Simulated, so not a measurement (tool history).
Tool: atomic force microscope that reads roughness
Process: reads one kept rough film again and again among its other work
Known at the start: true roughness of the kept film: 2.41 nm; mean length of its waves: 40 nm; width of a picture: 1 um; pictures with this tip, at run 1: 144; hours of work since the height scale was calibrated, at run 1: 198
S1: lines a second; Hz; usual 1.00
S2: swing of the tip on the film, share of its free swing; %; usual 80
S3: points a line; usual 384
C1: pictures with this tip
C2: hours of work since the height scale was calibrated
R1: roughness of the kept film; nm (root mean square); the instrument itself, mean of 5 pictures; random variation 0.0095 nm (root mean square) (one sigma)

Run 1, day 0.000: usual settings; C1 144; C2 198. Result: R1 2.041 nm (root mean square).
Run 2, day 0.629: usual settings; C1 178; C2 209. Result: R1 1.997 nm (root mean square).
Run 3, day 1.262: usual settings; C1 212; C2 220. Result: R1 1.978 nm (root mean square).
Run 4, day 1.638: usual settings; C1 232; C2 226. Result: R1 1.940 nm (root mean square).
Run 5, day 2.262: usual settings but S1 0.66 Hz; C1 265; C2 237. Result: R1 1.954 nm (root mean square).
Run 6, day 2.883: usual settings but S2 76 %; C1 298; C2 248. Result: R1 1.928 nm (root mean square).
Run 7, day 3.308: usual settings but S3 263; C1 321; C2 255. Result: R1 1.875 nm (root mean square).
At day 3.617: new tip fitted.
Run 8, day 3.629: usual settings but S3 739; C1 0; C2 260. Result: R1 2.164 nm (root mean square).
Run 9, day 4.012: usual settings but S3 459; C1 21; C2 267. Result: R1 2.142 nm (root mean square).
Run 10, day 4.625: usual settings; C1 54; C2 277. Result: R1 2.091 nm (root mean square).
Run 11, day 5.088: usual settings; C1 78; C2 285. Result: R1 2.064 nm (root mean square).
Run 12, day 5.683: usual settings; C1 110; C2 295. Result: R1 2.042 nm (root mean square).
Run 13, day 6.021: usual settings but S2 61 %; C1 128; C2 301. Result: R1 2.086 nm (root mean square).
Run 14, day 6.412: usual settings but S2 61 %; C1 149; C2 308. Result: R1 2.088 nm (root mean square).
Run 15, day 6.817: usual settings but S1 0.93 Hz, S2 75 %, S3 309; C1 170; C2 315. Result: R1 2.003 nm (root mean square).
Run 16, day 7.162: usual settings but S1 0.93 Hz, S2 75 %, S3 309; C1 189; C2 321. Result: R1 2.000 nm (root mean square).
Run 17, day 7.617: usual settings but S1 1.38 Hz, S2 56 %, S3 520; C1 213; C2 329. Result: R1 2.020 nm (root mean square).
Run 18, day 8.225: usual settings but S2 62 %, S3 308; C1 245; C2 339. Result: R1 2.001 nm (root mean square).
Run 19, day 8.538: usual settings but S2 62 %, S3 308; C1 262; C2 344. Result: R1 1.968 nm (root mean square).
Run 20, day 8.812: usual settings but S1 1.46 Hz, S2 62 %, S3 277; C1 277; C2 349. Result: R1 1.941 nm (root mean square).
Run 21, day 9.417: usual settings but S1 1.46 Hz, S2 62 %, S3 277; C1 309; C2 359. Result: R1 1.900 nm (root mean square).
At day 9.967: new tip fitted.
Run 22, day 9.992: usual settings but S1 0.66 Hz, S2 58 %; C1 1; C2 369. Result: R1 2.225 nm (root mean square).
Run 23, day 10.267: usual settings but S2 59 %; C1 16; C2 374. Result: R1 2.193 nm (root mean square).
Run 24, day 10.779: usual settings but S2 59 %, S3 377; C1 43; C2 383. Result: R1 2.199 nm (root mean square).
Run 25, day 11.404: usual settings but S1 0.73 Hz; C1 76; C2 393. Result: R1 2.115 nm (root mean square).
Run 26, day 11.942: usual settings but S1 0.73 Hz; C1 105; C2 402. Result: R1 2.107 nm (root mean square).
Run 27, day 12.388: usual settings but S1 0.73 Hz, S3 957; C1 129; C2 410. Result: R1 2.064 nm (root mean square).

Forecast each of these 3 alternatives for the next run:
Run A, day 13.008: usual settings but S1 1.42 Hz, S2 73 %, S3 624; C1 162; C2 421. Result: R1 ?.
Run B, day 13.008: usual settings but S1 1.32 Hz, S2 61 %, S3 957; C1 162; C2 421. Result: R1 ?.
Run C, day 13.008: usual settings but S1 1.49 Hz, S3 957; C1 162; C2 421. Result: R1 ?.

run     R1
  A  2.002
  B  2.080
  C  1.953
Without the tool's hidden state the same runs would have given:
run     R1
  A  2.152
  B  2.236
  C  2.100
